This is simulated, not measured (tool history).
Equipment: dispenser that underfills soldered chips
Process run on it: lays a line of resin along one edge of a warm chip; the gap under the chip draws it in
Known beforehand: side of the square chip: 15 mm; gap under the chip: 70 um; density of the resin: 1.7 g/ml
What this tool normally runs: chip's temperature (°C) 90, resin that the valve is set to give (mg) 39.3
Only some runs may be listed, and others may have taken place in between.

run   hour  chip's temperature (°C)  resin that the valve is set to give (mg)  time until the resin shows at the far edge (s)  resin that the valve gave (mg)
  1    0.0                       90                                      39.3                                           239.4                           38.46
       4.8  -- new syringe of resin
  2    6.3                       90                                      49.5                                           177.5                           48.15
      16.7  -- new syringe of resin
  3   16.9                       90                                      49.5                                           168.4                           48.15
  4   22.0                       90                                      49.5                                           215.6                           48.15
      28.7  -- new syringe of resin
  5   32.3                       90                                      36.9                                           202.9                           35.66
      40.1  -- new syringe of resin
  6   42.0                       90                                      36.9                                           189.7                           35.25
      51.9  -- new syringe of resin
  7   51.9                       90                                      39.3                                           164.5                           37.55
  8   60.7                       90                                      39.3                                           255.9                           37.22
      63.3  -- new syringe of resin
  9   66.1                       90                                      39.3                                           190.2                           37.16
      75.0  -- new syringe of resin
 10   75.0                       90                                      47.7                                           164.0                           45.09
      76.5  -- dispensing valve cleaned and set on the balance
 11   82.4                       90                                      47.7                                           222.3                           47.28
      87.4  -- new syringe of resin
 12   90.7                       93                                      39.3                                           179.8                           39.13
 13   98.4                       90                                      39.3                                           290.4                           39.09
      99.5  -- new syringe of resin
 14  108.7                       90                                      39.3                                           258.3                           38.62
     111.4  -- new syringe of resin
 15  116.4                       90                                      39.3                                           212.6                           38.34
     123.0  -- new syringe of resin
 16  126.9                       90                                      39.3                                           205.6                           38.22
 17  132.3                       90                                      39.3                                           261.9                           38.05
     134.4  -- new syringe of resin
 18  139.9                       90                                      43.1                                           213.7                           41.54
     146.0  -- new syringe of resin
 19  146.7                       88                                      47.9                                           179.6                           46.06
 20  151.5                       93                                      38.5                                           194.9                           36.83
     157.7  -- new syringe of resin
 21  158.2                       80                                      46.6                                           245.0                           44.61
 22  167.9                       80                                      46.6                                           393.1                           43.90
     169.8  -- new syringe of resin
 23  176.7                       88                                      39.3                                           244.8                           37.31
     181.2  -- new syringe of resin
 24  182.0                      105                                      37.9                                           100.5                           35.77
     191.6  -- dispensing valve cleaned and set on the balance
 25  191.8                       84                                      49.2                                           318.4                           49.16
     193.9  -- new syringe of resin
 26  201.0                       84                                      49.2                                           287.8                           49.15
     205.6  -- new syringe of resin
 27  205.6                       88                                      37.3                                           178.1                           37.25
 28  212.3                       88                                      37.3                                           247.9                           37.46
     217.7  -- new syringe of resin
 29  219.3                       90                                      35.9                                           178.1                           35.66
 30  224.9                       77                                      49.2                                           373.6                           48.21
     229.9  -- new syringe of resin
 31  235.1                       77                                      49.9                                           342.4                           48.60
     241.9  -- new syringe of resin
 32  243.6                       77                                      49.9                                           289.6                           48.96
 33  252.3                       79                                      41.4                                           408.3                           40.23
     253.8  -- new syringe of resin
 34  257.4                       93                                      38.4                                           173.5                           37.17
 35  264.4                       93                                      38.4                                           247.8                           36.58

4 options for the next run, each taken on its own from the tool as it stands now. Forecast them:
     265.4  -- new syringe of resin
  A  273.9                       97                                      48.9                                               ?                               ?
     265.4  -- new syringe of resin
  B  273.9                       76                                      47.8                                               ?                               ?
     265.4  -- new syringe of resin
  C  273.9                       90                                      37.0                                               ?                               ?
     265.4  -- new syringe of resin
  D  273.9                       81                                      38.4                                               ?                               ?

run  time until the resin shows at the far edge (s)  resin that the valve gave (mg)
  A                                           186.5                           46.74
  B                                           419.5                           45.70
  C                                           250.8                           35.24
  D                                           356.4                           36.65
Had the tool no hidden state, the same runs would have come out as:
run  time until the resin shows at the far edge (s)  resin that the valve gave (mg)
  A                                           131.1                           48.86
  B                                           296.6                           47.77
  C                                           175.0                           36.84
  D                                           250.0                           38.32
